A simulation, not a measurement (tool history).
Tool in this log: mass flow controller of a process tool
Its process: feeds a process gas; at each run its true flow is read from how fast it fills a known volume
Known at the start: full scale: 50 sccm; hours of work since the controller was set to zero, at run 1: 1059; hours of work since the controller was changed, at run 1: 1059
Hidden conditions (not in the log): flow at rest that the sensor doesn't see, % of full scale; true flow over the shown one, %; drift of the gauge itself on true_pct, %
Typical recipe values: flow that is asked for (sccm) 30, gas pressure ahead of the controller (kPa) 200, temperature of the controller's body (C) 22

run    hour  flow that is asked for (sccm)  gas pressure ahead of the controller (kPa)  temperature of the controller's body (C)  hours of work since the controller was set to zero  hours of work since the controller was changed  true flow (%)
  1     0.0                             30                                         200                                        22                                                1059                                            1059          99.15
  2   267.2                             30                                         200                                        22                                                1192                                            1192          99.05
  3   421.5                             30                                         200                                        22                                                1269                                            1269          99.07
  4   651.2                              8                                         200                                        22                                                1383                                            1383          97.68
  5   950.6                              8                                         200                                        22                                                1531                                            1531          97.46
  6  1248.2                              8                                         200                                        22                                                1679                                            1679          97.30
  7  1494.9                             30                                         146                                        22                                                1802                                            1802          98.53
  8  1696.4                             30                                         146                                        22                                                1902                                            1902          98.48
  9  1970.5                             30                                         146                                        22                                                2038                                            2038          98.62
 10  2214.1                             30                                         155                                        26                                                2159                                            2159          98.36
 11  2475.0                             31                                         172                                        32                                                2289                                            2289          98.15
 12  2663.3                              6                                         199                                        32                                                2382                                            2382          95.24
 13  2846.9                              7                                         219                                        30                                                2473                                            2473          95.56

A few steps of true flow (%) between consecutive runs. Split each: what settings, incoming material and random variation would produce without the hidden state, and what is left over for the hidden state, along with gauge scatter present in only one of the two compared results (measured, and without hidden state):
Run 11 -> 12: flow that is asked for (sccm) 31 -> 6, gas pressure ahead of the controller (kPa) 172 -> 199. true flow (%) -2.91: hidden state -2.40, all else -0.51.

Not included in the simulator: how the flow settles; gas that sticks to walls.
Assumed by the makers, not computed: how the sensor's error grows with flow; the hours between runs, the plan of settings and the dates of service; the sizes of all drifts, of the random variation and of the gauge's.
